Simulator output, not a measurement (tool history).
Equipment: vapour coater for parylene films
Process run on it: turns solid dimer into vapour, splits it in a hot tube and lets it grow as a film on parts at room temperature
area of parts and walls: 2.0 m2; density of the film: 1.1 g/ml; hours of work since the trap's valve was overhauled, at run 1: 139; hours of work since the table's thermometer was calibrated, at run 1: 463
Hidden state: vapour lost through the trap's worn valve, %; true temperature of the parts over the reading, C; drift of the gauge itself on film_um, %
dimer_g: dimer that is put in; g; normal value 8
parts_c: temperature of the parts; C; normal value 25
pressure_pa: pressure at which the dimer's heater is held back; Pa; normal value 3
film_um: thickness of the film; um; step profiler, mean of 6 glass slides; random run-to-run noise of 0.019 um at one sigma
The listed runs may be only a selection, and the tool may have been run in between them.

| run | hour | dimer_g | parts_c | pressure_pa | hours of work since the trap's valve was overhauled | hours of work since the table's thermometer was calibrated | film_um |
|---|---|---|---|---|---|---|---|
| 1 | 0 | 8 | 25 | 3 | 139 | 463 | 2.26 |
| 2 | 16 | 8 | 25 | 3 | 147 | 471 | 2.25 |
| 3 | 31.2 | 9 | 25 | 3 | 154 | 478 | 2.53 |
| 4 | 47.1 | 8 | 25 | 2.92 | 162 | 486 | 2.24 |
| 5 | 66.8 | 8 | 25 | 2.92 | 172 | 496 | 2.21 |
| 6 | 87.8 | 8 | 20 | 3 | 183 | 507 | 2.57 |
| 7 | 108.4 | 8 | 19 | 3 | 193 | 517 | 2.61 |
| 8 | 130.8 | 8 | 17 | 3 | 204 | 528 | 2.73 |
| 9 | 148.3 | 8 | 25 | 3 | 213 | 537 | 2.19 |
| 10 | 167.1 | 8 | 25 | 3 | 222 | 546 | 2.18 |
| 11 | 180.7 | 8 | 25 | 6.71 | 229 | 553 | 2.08 |
| 12 | 201.3 | 8 | 25 | 3.67 | 239 | 563 | 2.14 |
| 13 | 216.4 | 8 | 25 | 6.84 | 247 | 571 | 2.11 |
| 14 | 235.3 | 8 | 25 | 3 | 256 | 580 | 2.17 |
| 15 | 245.9 | 8 | 25 | 3 | 261 | 585 | 2.14 |
|  | 266.2 | trap's valve overhauled |
| 16 | 272.4 | 8 | 17 | 3.67 | 3 | 596 | 2.93 |
| 17 | 293.5 | 8 | 17 | 3.67 | 14 | 607 | 2.89 |
| 18 | 310.1 | 8 | 17 | 3.67 | 22 | 615 | 2.95 |
| 19 | 330.5 | 8 | 17 | 3.67 | 32 | 625 | 2.9 |
| 20 | 340.4 | 8 | 26 | 2.37 | 37 | 630 | 2.33 |
| 21 | 362.1 | 3 | 34 | 4.93 | 48 | 641 | 0.65 |
| 22 | 378.5 | 12 | 23 | 5.95 | 56 | 649 | 3.55 |
| 23 | 400.4 | 12 | 23 | 5.95 | 67 | 660 | 3.54 |
| 24 | 414.4 | 12 | 23 | 5.95 | 74 | 667 | 3.5 |
| 25 | 434.8 | 3 | 28 | 6.42 | 84 | 677 | 0.75 |
| 26 | 456.2 | 3 | 25 | 10.26 | 94 | 688 | 0.83 |
| 27 | 472.7 | 3 | 27 | 5.08 | 103 | 696 | 0.8 |
| 28 | 486.4 | 3 | 20 | 5.08 | 109 | 703 | 0.96 |
| 29 | 500.7 | 4 | 35 | 2.77 | 117 | 710 | 0.87 |

5 ways to go on from here, each from the tool as it stands after run 29. What would each give?
| A | 522.1 | 4 | 20 | 3.16 | 127 | 721 | ? |
| B | 522.1 | 3 | 33 | 10.78 | 127 | 721 | ? |
| C | 522.1 | 5 | 27 | 4.99 | 127 | 721 | ? |
| D | 522.1 | 8 | 35 | 3 | 127 | 721 | ? |
| E | 522.1 | 13 | 19 | 3.46 | 127 | 721 | ? |

| run | film_um |
|---|---|
| A | 1.32 |
| B | 0.63 |
| C | 1.32 |
| D | 1.74 |
| E | 4.3 |
With no hidden state in the tool, these same runs would have given:
| run | film_um |
|---|---|
| A | 1.36 |
| B | 0.65 |
| C | 1.36 |
| D | 1.79 |
| E | 4.43 |

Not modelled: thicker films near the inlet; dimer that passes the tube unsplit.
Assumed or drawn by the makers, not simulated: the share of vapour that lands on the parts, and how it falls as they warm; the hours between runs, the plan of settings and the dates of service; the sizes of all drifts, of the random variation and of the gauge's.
